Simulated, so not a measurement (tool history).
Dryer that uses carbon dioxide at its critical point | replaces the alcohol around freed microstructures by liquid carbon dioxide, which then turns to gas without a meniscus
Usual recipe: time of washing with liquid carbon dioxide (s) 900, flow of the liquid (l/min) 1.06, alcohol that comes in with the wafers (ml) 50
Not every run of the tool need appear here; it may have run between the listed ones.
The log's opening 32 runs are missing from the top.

run	hour	time of washing with liquid carbon dioxide (s)	flow of the liquid (l/min)	alcohol that comes in with the wafers (ml)	hours of work since the filter was changed	hours of work since the purifier's bed was changed	alcohol left in the vessel before it's heated (ppm by volume)
33	705.6	1080	1.1	20	79	537	85
34	730.8	1140	0.91	66	93	551	96
35	760.5	1260	0.91	66	109	567	93
36	773.7	780	1.49	28	117	574	91
37	791	900	1.06	21	126	584	96
38	806.7	840	1.28	21	135	593	98
39	824.8	840	1.28	21	145	602	92
40	840.3	840	1.28	21	153	611	93
41	869.9	900	1.27	50	169	627	104
42	895.6	720	1.27	48	183	641	113
43	908.3	1440	1.27	23	190	648	97
44	922.8	1320	1.27	23	198	656	97
45	940.4	720	0.88	64	208	666	421

Each row is a separate what-if for the run after 45, all from the same tool condition, not one after another. Results?
A	963.3	720	0.72	64	220	678	?
B	963.3	720	1.17	64	220	678	?
C	963.3	1200	1.06	50	220	678	?
D	963.3	1140	1.3	27	220	678	?
E	963.3	840	1.06	50	220	678	?

run	alcohol left in the vessel before it's heated (ppm by volume)
A	906
B	164
C	103
D	92
E	141
Stripped of hidden state, with their random variation kept, the same runs would have yielded:
run	alcohol left in the vessel before it's heated (ppm by volume)
A	674
B	58
C	9
D	3
E	38

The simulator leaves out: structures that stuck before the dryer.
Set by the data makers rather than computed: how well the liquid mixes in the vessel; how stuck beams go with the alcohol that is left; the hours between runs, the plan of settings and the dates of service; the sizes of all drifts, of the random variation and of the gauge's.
